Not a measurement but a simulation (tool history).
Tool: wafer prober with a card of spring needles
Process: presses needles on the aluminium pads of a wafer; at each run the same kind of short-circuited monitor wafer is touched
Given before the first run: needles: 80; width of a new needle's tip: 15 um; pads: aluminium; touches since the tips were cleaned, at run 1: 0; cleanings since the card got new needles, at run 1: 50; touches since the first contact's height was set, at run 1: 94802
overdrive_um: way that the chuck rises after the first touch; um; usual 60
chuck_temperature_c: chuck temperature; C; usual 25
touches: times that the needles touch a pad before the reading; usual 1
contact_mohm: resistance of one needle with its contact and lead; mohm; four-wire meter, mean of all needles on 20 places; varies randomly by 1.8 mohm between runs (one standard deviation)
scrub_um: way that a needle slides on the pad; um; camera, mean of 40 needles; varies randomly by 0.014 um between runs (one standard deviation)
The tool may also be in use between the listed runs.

| run | hour | overdrive_um | chuck_temperature_c | touches | touches since the tips were cleaned | cleanings since the card got new needles | touches since the first contact's height was set | contact_mohm | scrub_um |
|---|---|---|---|---|---|---|---|---|---|
| 1 | 0.0 | 60 | 25 | 1 | 0 | 50 | 94802 | 188 | 10.09 |
|  | 12.6 | tips cleaned on abrasive film |
|  | 17.1 | height of the first contact set anew |
| 2 | 23.3 | 60 | 25 | 1 | 2978 | 51 | 1756 | 252 | 10.26 |
|  | 26.5 | tips cleaned on abrasive film |
|  | 38.9 | tips cleaned on abrasive film |
| 3 | 41.8 | 60 | 25 | 1 | 835 | 53 | 7033 | 221 | 10.27 |
|  | 51.9 | tips cleaned on abrasive film |
|  | 65.1 | tips cleaned on abrasive film |
| 4 | 65.9 | 60 | 25 | 1 | 246 | 55 | 13887 | 197 | 10.25 |
|  | 78.3 | tips cleaned on abrasive film |
| 5 | 89.4 | 60 | 25 | 1 | 3195 | 56 | 20593 | 260 | 10.25 |
|  | 91.4 | tips cleaned on abrasive film |
|  | 104.9 | tips cleaned on abrasive film |
| 6 | 110.6 | 66 | 25 | 1 | 1623 | 58 | 26612 | 231 | 11.25 |
|  | 117.7 | tips cleaned on abrasive film |
| 7 | 125.0 | 66 | 25 | 1 | 2081 | 59 | 30715 | 236 | 11.27 |
|  | 130.8 | tips cleaned on abrasive film |
|  | 143.6 | tips cleaned on abrasive film |
| 8 | 148.9 | 66 | 25 | 1 | 1508 | 61 | 37518 | 228 | 11.24 |
|  | 156.4 | tips cleaned on abrasive film |
|  | 169.9 | tips cleaned on abrasive film |
| 9 | 174.2 | 66 | 25 | 1 | 1240 | 63 | 44745 | 222 | 11.22 |
|  | 182.1 | tips cleaned on abrasive film |
| 10 | 191.7 | 66 | 25 | 1 | 2776 | 64 | 49744 | 252 | 11.22 |
|  | 195.6 | tips cleaned on abrasive film |
|  | 209.2 | tips cleaned on abrasive film |
| 11 | 213.0 | 61 | 25 | 3 | 1079 | 66 | 55783 | 201 | 10.35 |
|  | 222.4 | tips cleaned on abrasive film |
| 12 | 228.6 | 70 | 60 | 2 | 1782 | 67 | 60239 | 213 | 11.88 |
|  | 234.6 | tips cleaned on abrasive film |
| 13 | 239.1 | 60 | 105 | 1 | 1287 | 68 | 63212 | 246 | 10.16 |
|  | 247.3 | tips cleaned on abrasive film |
| 14 | 254.4 | 42 | 50 | 3 | 2034 | 69 | 67587 | 243 | 7.04 |
|  | 259.5 | tips cleaned on abrasive film |
|  | 272.0 | tips cleaned on abrasive film |
| 15 | 275.8 | 42 | 108 | 3 | 1075 | 71 | 73658 | 236 | 7.03 |
|  | 284.9 | tips cleaned on abrasive film |
| 16 | 291.2 | 40 | 94 | 3 | 1825 | 72 | 78068 | 251 | 6.69 |
|  | 298.3 | tips cleaned on abrasive film |
| 17 | 307.1 | 66 | 25 | 1 | 2525 | 73 | 82582 | 239 | 11.15 |
|  | 310.7 | tips cleaned on abrasive film |
| 18 | 320.0 | 66 | 25 | 1 | 2649 | 74 | 86261 | 246 | 11.13 |
|  | 323.7 | tips cleaned on abrasive film |
| 19 | 331.2 | 66 | 25 | 1 | 2149 | 75 | 89456 | 239 | 11.14 |
|  | 336.3 | tips cleaned on abrasive film |
|  | 349.0 | tips cleaned on abrasive film |
| 20 | 349.0 | 60 | 38 | 2 | 0 | 77 | 94506 | 189 | 10.08 |

Consider 4 possible next runs. They are alternatives, not a sequence: every one starts from the tool as it was left by run 20. What does each give?
| A | 359.2 | 60 | 34 | 2 | 2931 | 77 | 97437 | ? | ? |
| B | 359.2 | 45 | 38 | 2 | 2931 | 77 | 97437 | ? | ? |
| C | 359.2 | 60 | 106 | 2 | 2931 | 77 | 97437 | ? | ? |
| D | 359.2 | 76 | 38 | 1 | 2931 | 77 | 97437 | ? | ? |

| run | contact_mohm | scrub_um |
|---|---|---|
| A | 234 | 10.09 |
| B | 274 | 7.53 |
| C | 245 | 10.07 |
| D | 239 | 12.85 |
With no hidden state in the tool, these same runs would have given:
| run | contact_mohm | scrub_um |
|---|---|---|
| A | 182 | 10.29 |
| B | 187 | 7.73 |
| C | 198 | 10.27 |
| D | 181 | 13.05 |
